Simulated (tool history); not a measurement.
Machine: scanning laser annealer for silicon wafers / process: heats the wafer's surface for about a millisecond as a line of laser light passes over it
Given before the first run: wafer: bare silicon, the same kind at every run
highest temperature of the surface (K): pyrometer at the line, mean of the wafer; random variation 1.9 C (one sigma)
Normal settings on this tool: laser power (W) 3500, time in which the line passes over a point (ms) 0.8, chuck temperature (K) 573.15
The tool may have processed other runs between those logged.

run    hour  laser power (W)  time in which the line passes over a point (ms)  chuck temperature (K)  highest temperature of the surface (K)
  1       0             3500                                              0.8                 573.15                                 1417.15
  2    86.7             3776                                              0.8                 573.15                                 1476.15
  3   171.6             3776                                              0.8                 573.15                                 1469.15
  4   234.1             3776                                              0.8                 573.15                                 1466.15
  5   317.4             3500                                              0.8                 556.15                                 1381.15
  6   409.3             3500                                              0.8                 556.15                                 1379.15
  7   480.2             3356                                              0.8                 556.15                                 1342.15
  8   537.4             3356                                              0.8                 556.15                                 1340.15
  9     619             3356                                              0.8                 556.15                                 1334.15
 10   711.1             3356                                              0.8                 537.15                                 1310.15
 11   769.3             3356                                              0.8                 537.15                                 1310.15
 12   807.7             3356                                              0.8                 537.15                                 1308.15
 13   872.6             3374                                            0.647                 558.15                                 1262.15
      879.1  -- window over the wafer cleaned
 14   947.6             3374                                            0.983                 558.15                                 1390.15
 15  1028.3             3500                                            0.708                 573.15                                 1317.15
 16  1080.3             3514                                              0.8                 563.15                                 1347.15
     1154.4  -- window over the wafer cleaned, once more
 17  1166.2             3514                                              0.8                 563.15                                 1401.15
 18  1222.7             3514                                              0.8                 563.15                                 1397.15
 19  1304.7             3494                                            0.978                 612.15                                 1511.15
 20  1364.2             3500                                              0.8                 591.15                                 1416.15

Some steps in highest temperature of the surface (K), run to run, broken into two amounts with sign: the step expected even without the hidden condition (settings, incoming material, random variation), and the rest, left for the hidden condition together with whatever gauge scatter is not in both the measured and the hidden-condition-free result:
The tool's hidden condition here consists of: light that passes the window, % of a clean one's; laser's true power over the reading, %; width of the line over the set one, %; drift of the gauge itself on peak_c, C.
Run 13 -> 14: time in which the line passes over a point (ms) 0.647 -> 0.983, window over the wafer cleaned. highest temperature of the surface (K) +128: hidden state -18, all else +146.
Run 16 -> 17: window over the wafer cleaned, once more. highest temperature of the surface (K) +54: hidden state +54, all else +0.
Run 18 -> 19: laser power (W) 3514 -> 3494, time in which the line passes over a point (ms) 0.8 -> 0.978, chuck temperature (K) 563.15 -> 612.15. highest temperature of the surface (K) +114: hidden state -5, all else +119.
